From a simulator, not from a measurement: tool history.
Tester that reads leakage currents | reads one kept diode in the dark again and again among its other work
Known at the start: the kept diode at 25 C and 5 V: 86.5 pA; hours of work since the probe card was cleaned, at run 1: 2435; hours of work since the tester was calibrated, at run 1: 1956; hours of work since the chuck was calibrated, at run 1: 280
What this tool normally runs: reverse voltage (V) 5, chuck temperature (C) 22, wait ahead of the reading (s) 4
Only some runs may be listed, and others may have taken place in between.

| run | day | reverse voltage (V) | chuck temperature (C) | wait ahead of the reading (s) | hours of work since the probe card was cleaned | hours of work since the tester was calibrated | hours of work since the chuck was calibrated | current that the tester gives (pA) |
|---|---|---|---|---|---|---|---|---|
| 1 | 0 | 5 | 22 | 4 | 2435 | 1956 | 280 | 73.67 |
| 2 | 2.704 | 5 | 22 | 4 | 2466 | 1987 | 311 | 73.83 |
| 3 | 6.538 | 5 | 22 | 4 | 2510 | 2031 | 355 | 73.89 |
|  | 10.575 | probe card cleaned and baked |
| 4 | 11.212 | 5 | 22 | 4 | 7 | 2083 | 407 | 71.41 |
| 5 | 13.088 | 5 | 22 | 4 | 29 | 2105 | 429 | 71.67 |
| 6 | 16.367 | 5 | 48 | 4 | 67 | 2142 | 466 | 427.28 |
| 7 | 19.321 | 5 | 48 | 4 | 101 | 2176 | 500 | 431.88 |
| 8 | 23.479 | 5 | 48 | 4 | 148 | 2224 | 548 | 431.08 |
| 9 | 26.304 | 5 | 22 | 4 | 181 | 2257 | 581 | 72.86 |
| 10 | 30.033 | 5 | 22 | 4 | 224 | 2300 | 624 | 73.07 |
| 11 | 33.092 | 5 | 22 | 4 | 259 | 2335 | 659 | 73.98 |
| 12 | 35.496 | 5 | 22 | 4 | 287 | 2362 | 686 | 74.07 |
| 13 | 39.504 | 5 | 22 | 4 | 333 | 2408 | 732 | 74.44 |
| 14 | 41.396 | 5 | 22 | 4 | 354 | 2430 | 754 | 74.56 |
| 15 | 45.138 | 5 | 22 | 4 | 397 | 2473 | 797 | 74.95 |
| 16 | 48.871 | 5 | 22 | 4 | 440 | 2516 | 840 | 75.59 |
| 17 | 51.862 | 5 | 22 | 4 | 475 | 2550 | 874 | 75.8 |
| 18 | 53.754 | 5 | 54 | 4 | 496 | 2572 | 896 | 647.17 |
| 19 | 57.438 | 1.17 | 47 | 9.96 | 539 | 2615 | 939 | 201 |
| 20 | 60.925 | 5 | 23 | 1.83 | 579 | 2655 | 979 | 82.55 |
| 21 | 64.121 | 5 | 23 | 1.83 | 616 | 2691 | 1015 | 83.62 |
| 22 | 68.104 | 5 | 23 | 1.83 | 661 | 2737 | 1061 | 83.52 |
| 23 | 70.196 | 5 | 23 | 1.83 | 685 | 2761 | 1085 | 83.94 |
| 24 | 74.312 | 4.78 | 21 | 6.25 | 733 | 2809 | 1133 | 71.1 |

The next listed run, before its measurement:
| 25 | 77.3 | 4.78 | 21 | 6.25 | 767 | 2843 | 1167 | ? |

{"run 25": {"current that the tester gives (pA)": 71.41}}
Minus the tool's unlogged condition, the same run would have read current that the tester gives (pA) 63.14.
